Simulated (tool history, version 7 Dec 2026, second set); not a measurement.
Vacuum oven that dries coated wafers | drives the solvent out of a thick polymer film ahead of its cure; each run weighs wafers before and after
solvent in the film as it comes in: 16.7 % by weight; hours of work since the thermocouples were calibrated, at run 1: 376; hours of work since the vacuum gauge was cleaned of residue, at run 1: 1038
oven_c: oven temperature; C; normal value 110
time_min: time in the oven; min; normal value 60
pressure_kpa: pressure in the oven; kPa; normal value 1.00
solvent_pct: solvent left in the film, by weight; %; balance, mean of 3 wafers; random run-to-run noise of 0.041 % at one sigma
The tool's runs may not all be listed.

run,hour,oven_c,time_min,pressure_kpa,hours of work since the thermocouples were calibrated,hours of work since the vacuum gauge was cleaned of residue,solvent_pct
1,0.0,110,60,1.00,376,1038,1.49
2,59.9,98,60,1.00,408,1070,4.52
3,132.9,98,60,1.00,448,1110,4.43
4,209.2,110,60,1.00,489,1151,1.46
5,254.7,119,60,1.00,514,1176,0.67
6,310.6,119,60,1.00,544,1206,0.63
7,398.6,119,60,1.00,592,1254,0.70
8,458.5,119,60,1.00,624,1286,0.67
9,513.1,119,60,1.00,654,1316,0.68
10,580.2,110,60,1.02,690,1352,1.54
11,622.9,110,60,1.02,713,1375,1.53
12,665.1,110,60,1.02,736,1398,1.52
13,744.0,110,60,1.02,779,1441,1.55
14,828.9,110,51,1.00,825,1487,1.80
15,915.1,110,51,1.00,871,1533,1.79
16,956.4,110,60,1.00,894,1556,1.49
17,1056.5,110,60,1.00,948,1610,1.46
18,1100.6,110,60,1.00,972,1634,1.53
# hour 1106.6: vacuum gauge cleaned of residue and calibrated
19,1186.9,110,60,1.00,1018,43,1.49
20,1232.9,110,60,1.00,1043,68,1.49
21,1305.4,110,60,1.00,1082,108,1.48
22,1353.4,110,60,0.81,1108,134,1.27
23,1409.4,110,60,1.04,1138,164,1.53
24,1457.9,124,103,1.00,1165,190,0.60
# hour 1473.3: oven's thermocouples calibrated
25,1529.0,120,103,3.85,30,228,2.43
26,1618.7,120,103,3.85,79,276,2.41
27,1702.5,112,83,0.69,124,322,0.62
28,1750.6,112,83,0.69,150,348,0.63
29,1825.1,112,83,0.69,191,388,0.64
30,1878.6,112,83,0.69,220,417,0.66
31,1922.6,112,83,0.69,243,441,0.65
32,2015.7,108,60,1.00,294,491,1.74
33,2073.0,106,60,1.00,325,522,2.19
34,2134.1,115,60,1.00,358,556,0.98
35,2194.2,117,70,1.00,391,588,0.68
36,2279.8,117,65,1.88,437,634,1.33
37,2379.8,110,34,1.00,491,689,3.15
38,2461.6,110,34,1.00,535,733,3.18
39,2545.9,110,31,2.95,581,779,4.90
40,2635.2,110,31,2.95,629,827,5.00
41,2714.8,97,75,2.08,673,870,5.06
42,2778.4,110,60,1.47,707,905,1.84
43,2873.3,107,60,1.17,758,956,2.12
44,2940.6,107,60,1.17,795,992,2.17
45,3017.8,110,60,2.19,837,1034,2.44
46,3066.2,110,60,2.19,863,1060,2.50

Consider 5 possible next runs. They are alternatives, not a sequence: every one starts from the tool as it was left by run 46. What does each give?
A,3152.5,104,47,2.14,910,1107,?
B,3152.5,121,42,0.87,910,1107,?
C,3152.5,110,47,3.82,910,1107,?
D,3152.5,105,84,1.27,910,1107,?
E,3152.5,97,60,0.82,910,1107,?

run,solvent_pct
A,4.52
B,0.70
C,4.29
D,1.81
E,4.64
Without the tool's unlogged condition, the same runs would have read:
run,solvent_pct
A,4.50
B,0.69
C,4.27
D,1.80
E,4.61

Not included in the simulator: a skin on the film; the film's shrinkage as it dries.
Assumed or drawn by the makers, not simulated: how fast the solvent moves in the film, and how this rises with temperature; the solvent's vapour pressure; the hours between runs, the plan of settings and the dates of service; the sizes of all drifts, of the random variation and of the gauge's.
